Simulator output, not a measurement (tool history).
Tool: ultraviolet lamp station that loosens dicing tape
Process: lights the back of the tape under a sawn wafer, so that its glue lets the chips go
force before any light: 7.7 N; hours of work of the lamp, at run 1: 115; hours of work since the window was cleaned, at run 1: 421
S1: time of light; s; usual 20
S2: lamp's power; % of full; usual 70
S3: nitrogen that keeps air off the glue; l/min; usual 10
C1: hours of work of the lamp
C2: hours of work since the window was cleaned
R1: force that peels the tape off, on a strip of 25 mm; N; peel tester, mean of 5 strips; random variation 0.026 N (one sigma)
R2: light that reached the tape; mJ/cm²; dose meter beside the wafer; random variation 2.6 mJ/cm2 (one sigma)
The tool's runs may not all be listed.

run 1 hour=0.0 | S1=20 S2=70 S3=10 | C1=115 C2=421 | R1=1.283 R2=331
run 2 hour=17.4 | S1=20 S2=70 S3=10 | C1=127 C2=433 | R1=1.256 R2=335
run 3 hour=46.0 | S1=20 S2=70 S3=10 | C1=147 C2=453 | R1=1.307 R2=335
run 4 hour=81.3 | S1=15 S2=70 S3=10 | C1=172 C2=478 | R1=1.861 R2=251
run 5 hour=105.8 | S1=20 S2=70 S3=10 | C1=189 C2=495 | R1=1.266 R2=333
run 6 hour=124.6 | S1=20 S2=70 S3=10 | C1=202 C2=508 | R1=1.280 R2=341
run 7 hour=160.8 | S1=20 S2=70 S3=10 | C1=228 C2=534 | R1=1.273 R2=340
-- hour=167.2 window cleaned of glue's vapour
run 8 hour=184.0 | S1=20 S2=83 S3=10 | C1=244 C2=12 | R1=0.962 R2=397
run 9 hour=201.7 | S1=20 S2=83 S3=10 | C1=256 C2=24 | R1=0.921 R2=402
run 10 hour=241.7 | S1=20 S2=83 S3=10 | C1=284 C2=52 | R1=0.951 R2=403
run 11 hour=279.4 | S1=20 S2=83 S3=10 | C1=311 C2=79 | R1=0.924 R2=401
run 12 hour=305.9 | S1=20 S2=70 S3=10 | C1=329 C2=97 | R1=1.248 R2=335
run 13 hour=335.5 | S1=18 S2=70 S3=10 | C1=350 C2=118 | R1=1.470 R2=302
run 14 hour=357.3 | S1=20 S2=70 S3=10 | C1=365 C2=133 | R1=1.196 R2=336
run 15 hour=377.8 | S1=20 S2=70 S3=10 | C1=380 C2=148 | R1=1.260 R2=337
run 16 hour=397.3 | S1=20 S2=70 S3=10 | C1=393 C2=161 | R1=1.328 R2=335
run 17 hour=423.0 | S1=20 S2=70 S3=10 | C1=411 C2=179 | R1=1.277 R2=334
run 18 hour=452.5 | S1=20 S2=70 S3=10 | C1=432 C2=200 | R1=1.297 R2=335
run 19 hour=482.7 | S1=20 S2=61 S3=10 | C1=453 C2=221 | R1=1.611 R2=290
run 20 hour=500.7 | S1=20 S2=61 S3=10 | C1=466 C2=234 | R1=1.521 R2=294
run 21 hour=526.8 | S1=20 S2=61 S3=10 | C1=484 C2=252 | R1=1.575 R2=295
run 22 hour=551.6 | S1=20 S2=66 S3=10 | C1=502 C2=270 | R1=1.388 R2=320
run 23 hour=582.6 | S1=30 S2=84 S3=3 | C1=523 C2=291 | R1=1.075 R2=607
run 24 hour=610.2 | S1=20 S2=70 S3=8 | C1=543 C2=311 | R1=1.411 R2=337
run 25 hour=648.0 | S1=20 S2=70 S3=8 | C1=569 C2=337 | R1=1.474 R2=337
run 26 hour=667.0 | S1=33 S2=78 S3=9 | C1=583 C2=351 | R1=0.471 R2=620
run 27 hour=696.0 | S1=33 S2=78 S3=9 | C1=603 C2=371 | R1=0.470 R2=617
run 28 hour=734.2 | S1=28 S2=78 S3=9 | C1=630 C2=398 | R1=0.592 R2=522
run 29 hour=765.8 | S1=28 S2=78 S3=9 | C1=652 C2=420 | R1=0.658 R2=531
run 30 hour=791.9 | S1=15 S2=84 S3=12 | C1=670 C2=438 | R1=1.335 R2=301
run 31 hour=820.7 | S1=28 S2=76 S3=12 | C1=690 C2=458 | R1=0.537 R2=515
run 32 hour=843.4 | S1=28 S2=76 S3=5 | C1=706 C2=474 | R1=1.008 R2=513
run 33 hour=872.4 | S1=20 S2=71 S3=10 | C1=727 C2=495 | R1=1.272 R2=341
run 34 hour=908.6 | S1=20 S2=71 S3=10 | C1=752 C2=520 | R1=1.226 R2=342
-- hour=932.4 window cleaned of glue's vapour
run 35 hour=932.4 | S1=20 S2=80 S3=5 | C1=768 C2=0 | R1=1.488 R2=385
run 36 hour=952.4 | S1=20 S2=80 S3=5 | C1=782 C2=14 | R1=1.530 R2=384
run 37 hour=980.4 | S1=20 S2=80 S3=5 | C1=802 C2=34 | R1=1.550 R2=383
run 38 hour=1012.0 | S1=27 S2=61 S3=3 | C1=824 C2=56 | R1=2.029 R2=393
run 39 hour=1032.1 | S1=27 S2=67 S3=16 | C1=838 C2=70 | R1=0.597 R2=435
run 40 hour=1054.9 | S1=20 S2=70 S3=9 | C1=854 C2=86 | R1=1.364 R2=335
run 41 hour=1086.9 | S1=32 S2=88 S3=6 | C1=877 C2=108 | R1=0.536 R2=674
run 42 hour=1126.3 | S1=37 S2=88 S3=4 | C1=904 C2=136 | R1=0.586 R2=779
run 43 hour=1151.7 | S1=37 S2=88 S3=4 | C1=922 C2=154 | R1=0.561 R2=776

4 ways to go on from here, each from the tool as it stands after run 43. What would each give?
run A hour=1182.4 | S1=20 S2=74 S3=10 | C1=944 C2=175 | R1=? R2=?
run B hour=1182.4 | S1=16 S2=67 S3=8 | C1=944 C2=175 | R1=? R2=?
run C hour=1182.4 | S1=12 S2=100 S3=6 | C1=944 C2=175 | R1=? R2=?
run D hour=1182.4 | S1=18 S2=98 S3=6 | C1=944 C2=175 | R1=? R2=?

run=A R1=1.131 R2=356
run=B R1=2.003 R2=260
run=C R1=2.168 R2=289
run=D R1=1.272 R2=421
Without the tool's hidden state the same runs would have given:
run=A R1=1.127 R2=357
run=B R1=1.997 R2=261
run=C R1=2.162 R2=289
run=D R1=1.267 R2=422
